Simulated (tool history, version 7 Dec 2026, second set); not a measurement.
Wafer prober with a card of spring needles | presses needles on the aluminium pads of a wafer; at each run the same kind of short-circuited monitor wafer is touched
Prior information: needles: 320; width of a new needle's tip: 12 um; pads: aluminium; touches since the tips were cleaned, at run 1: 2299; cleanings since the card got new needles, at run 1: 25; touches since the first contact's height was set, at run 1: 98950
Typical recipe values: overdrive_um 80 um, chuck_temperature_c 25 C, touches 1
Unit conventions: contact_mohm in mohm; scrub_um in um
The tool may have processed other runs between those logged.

run,hour,overdrive_um,chuck_temperature_c,touches,touches since the tips were cleaned,cleanings since the card got new needles,touches since the first contact's height was set,contact_mohm,scrub_um
1,0,80,25,1,2299,25,98950,129,19.16
# hour 2.6: tips cleaned on abrasive film
2,7.4,80,25,1,3030,26,103558,132,19.1
# hour 8.8: tips cleaned on abrasive film
# hour 15.1: tips cleaned on abrasive film
3,16,80,25,1,581,28,108885,117,19.14
# hour 21.3: tips cleaned on abrasive film
4,23.3,80,25,1,1298,29,113428,128,19.15
# hour 27.6: tips cleaned on abrasive film
5,28.5,80,25,1,590,30,116651,121,19.07
# hour 33.5: tips cleaned on abrasive film
6,35.6,80,62,1,1331,31,121016,126,19.09
# hour 39.7: tips cleaned on abrasive film
7,39.7,80,62,1,32,32,123588,119,18.98
# hour 42.2: height of the first contact set anew
# hour 45.9: tips cleaned on abrasive film
8,46.2,80,62,1,230,33,2476,120,19.76
# hour 51.8: tips cleaned on abrasive film
9,55.7,80,25,1,2462,34,8362,130,19.63
# hour 57.8: tips cleaned on abrasive film
10,62.1,80,25,1,2732,35,12372,134,19.6
# hour 63.7: tips cleaned on abrasive film
11,66.2,75,25,1,1576,36,14881,131,18.43
# hour 69.6: tips cleaned on abrasive film
12,72.2,75,25,1,1591,37,18582,127,18.26
# hour 75.5: tips cleaned on abrasive film
13,76.5,99,25,1,630,38,21259,114,24.21
# hour 81.9: tips cleaned on abrasive film
14,86,99,25,1,2615,39,27207,123,24.17
# hour 87.8: tips cleaned on abrasive film
15,92.7,99,25,1,3089,40,31358,126,24.19
# hour 93.7: tips cleaned on abrasive film
# hour 99.9: tips cleaned on abrasive film
16,101.3,99,25,1,910,42,36669,116,24.15
# hour 106.2: tips cleaned on abrasive film
17,106.6,99,25,1,209,43,39915,109,24.03
# hour 112.3: tips cleaned on abrasive film
18,115.7,98,57,1,2135,44,45605,126,23.89
# hour 118.4: tips cleaned on abrasive film
# hour 124.3: tips cleaned on abrasive film
19,125.3,98,57,1,633,46,51539,115,23.84
# hour 130.1: tips cleaned on abrasive film
20,132.4,76,36,1,1409,47,55944,132,18.43
# hour 135.9: tips cleaned on abrasive film
# hour 141.6: tips cleaned on abrasive film
21,141.6,90,40,1,0,49,61681,116,21.77
22,146.7,95,25,2,3170,49,64851,122,23.1
# hour 147.6: tips cleaned on abrasive film
23,151.3,76,39,2,2350,50,67715,129,18.35
# hour 153.7: tips cleaned on abrasive film
24,157,72,49,1,2111,51,71243,144,17.35
# hour 159.9: tips cleaned on abrasive film
25,162,71,25,1,1335,52,74357,133,17.04
# hour 166: tips cleaned on abrasive film
26,169.9,71,25,1,2484,53,79255,139,17.03
# hour 172.3: tips cleaned on abrasive film
27,177.2,76,25,1,3062,54,83784,142,18.22
# hour 178.2: tips cleaned on abrasive film
# hour 184.2: tips cleaned on abrasive film
28,186.5,76,31,2,1452,56,89525,124,18.18
# hour 190.5: tips cleaned on abrasive film
29,193.9,86,38,2,2115,57,94139,124,20.77
# hour 196.5: tips cleaned on abrasive film
# hour 202.5: tips cleaned on abrasive film
30,203.7,95,25,1,737,59,100221,115,22.9
# hour 208.7: tips cleaned on abrasive film
31,209.6,95,25,1,562,60,103846,114,22.93
# hour 214.9: tips cleaned on abrasive film
32,218.7,80,25,1,2409,61,109581,136,19.03

Forecast each of these 3 alternatives for the next run:
# hour 220.8: tips cleaned on abrasive film
A,224,89,77,2,1999,62,112819,?,?
# hour 220.8: tips cleaned on abrasive film
B,224,77,25,1,1999,62,112819,?,?
# hour 220.8: tips cleaned on abrasive film
C,224,80,55,1,1999,62,112819,?,?

run,contact_mohm,scrub_um
A,129,21.39
B,135,18.39
C,137,19.16
Take away the tool's hidden state, keep each run's random variation, and the runs would have read:
run,contact_mohm,scrub_um
A,117,21.99
B,110,18.98
C,114,19.76
